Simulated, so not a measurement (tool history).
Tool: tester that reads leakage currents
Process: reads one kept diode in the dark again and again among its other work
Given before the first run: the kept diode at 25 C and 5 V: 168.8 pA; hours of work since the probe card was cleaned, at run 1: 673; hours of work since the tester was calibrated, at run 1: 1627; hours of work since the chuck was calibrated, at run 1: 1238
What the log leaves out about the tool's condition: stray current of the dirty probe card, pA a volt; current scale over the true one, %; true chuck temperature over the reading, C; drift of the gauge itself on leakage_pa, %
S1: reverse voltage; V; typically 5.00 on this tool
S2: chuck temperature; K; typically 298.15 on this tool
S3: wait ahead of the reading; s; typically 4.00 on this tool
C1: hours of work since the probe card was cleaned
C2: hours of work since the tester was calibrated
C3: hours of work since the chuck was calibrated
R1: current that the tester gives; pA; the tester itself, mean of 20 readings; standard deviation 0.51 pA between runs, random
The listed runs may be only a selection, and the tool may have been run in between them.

run	hour	S1	S2	S3	C1	C2	C3	R1
1	0.0	5.00	298.15	4.00	673	1627	1238	170.00
2	47.2	1.96	298.15	4.00	706	1660	1271	119.82
3	102.7	1.96	298.15	4.00	745	1700	1310	120.63
4	183.5	7.56	298.15	4.00	802	1757	1367	197.28
5	225.1	7.56	298.15	4.00	832	1786	1397	196.49
6	267.9	7.56	319.15	4.00	862	1816	1427	1161.64
7	354.7	7.56	319.15	4.00	923	1878	1488	1165.44
8	394.3	7.56	319.15	4.00	951	1905	1516	1161.80
9	446.7	7.56	319.15	4.00	988	1942	1553	1162.44
10	511.0	7.56	319.15	4.00	1034	1988	1599	1162.85
11	592.8	6.89	298.15	4.00	1091	2046	1656	190.25
12	640.8	5.00	298.15	4.00	1125	2080	1690	170.00
13	724.6	5.00	298.15	4.00	1185	2139	1749	168.84
14	779.3	5.00	298.15	4.00	1223	2177	1788	169.69
15	869.1	8.03	298.15	4.00	1287	2241	1851	200.81
16	943.1	8.03	298.15	4.00	1339	2293	1904	200.30
17	1031.5	2.95	298.15	4.00	1401	2355	1966	139.38
# hour 1077.8: chuck's temperature calibrated
18	1113.6	5.00	298.15	4.00	1458	2412	25	169.63
19	1173.5	5.00	298.15	4.00	1500	2454	68	170.52
20	1219.0	5.00	298.15	4.00	1532	2486	100	169.81
21	1283.8	5.00	322.15	1.11	1578	2532	145	1264.79
22	1355.8	3.63	324.15	0.69	1629	2583	196	1321.22
# hour 1372.9: probe card cleaned and baked
23	1406.2	1.93	313.15	0.65	24	2616	230	437.21
24	1462.4	9.35	317.15	0.65	63	2656	269	1073.56
25	1529.8	10.88	298.15	5.32	111	2704	317	223.54
26	1589.9	13.95	320.15	2.47	153	2746	359	1563.14
27	1684.1	13.95	320.15	2.47	220	2813	426	1564.94
28	1778.4	2.26	318.15	1.31	286	2879	493	693.48
29	1854.3	1.21	299.15	1.31	340	2933	546	110.50
30	1919.8	5.80	300.15	1.27	386	2979	592	215.12
31	1982.2	5.80	295.15	1.44	430	3023	636	136.84
32	2028.8	5.00	298.15	0.36	463	3056	669	170.60
33	2124.1	5.00	298.15	0.36	530	3123	737	170.07
34	2179.9	4.22	318.15	2.15	570	3163	776	871.27
35	2265.5	4.22	318.15	2.15	630	3223	837	872.18
36	2317.5	5.00	328.15	2.49	667	3260	873	1994.36
37	2390.7	5.00	328.15	2.49	719	3312	925	2001.04
38	2483.3	1.11	318.15	3.61	784	3377	990	534.36
39	2531.6	1.11	318.15	3.61	818	3411	1024	535.03

Some steps in R1, run to run, broken into two amounts with sign: the step expected even without the hidden condition (settings, incoming material, random variation), and the rest, left for the hidden condition together with whatever gauge scatter is not in both the measured and the hidden-condition-free result:
Run 25 -> 26: S1 10.88 -> 13.95, S2 298.15 -> 320.15, S3 5.32 -> 2.47. R1 +1339.60 pA: hidden state +1.24, all else +1338.36.
Run 35 -> 36: S1 4.22 -> 5.00, S2 318.15 -> 328.15, S3 2.15 -> 2.49. R1 +1122.18 pA: hidden state +1.36, all else +1120.82.
Run 37 -> 38: S1 5.00 -> 1.11, S2 328.15 -> 318.15, S3 2.49 -> 3.61. R1 -1466.68 pA: hidden state -1.82, all else -1464.86.

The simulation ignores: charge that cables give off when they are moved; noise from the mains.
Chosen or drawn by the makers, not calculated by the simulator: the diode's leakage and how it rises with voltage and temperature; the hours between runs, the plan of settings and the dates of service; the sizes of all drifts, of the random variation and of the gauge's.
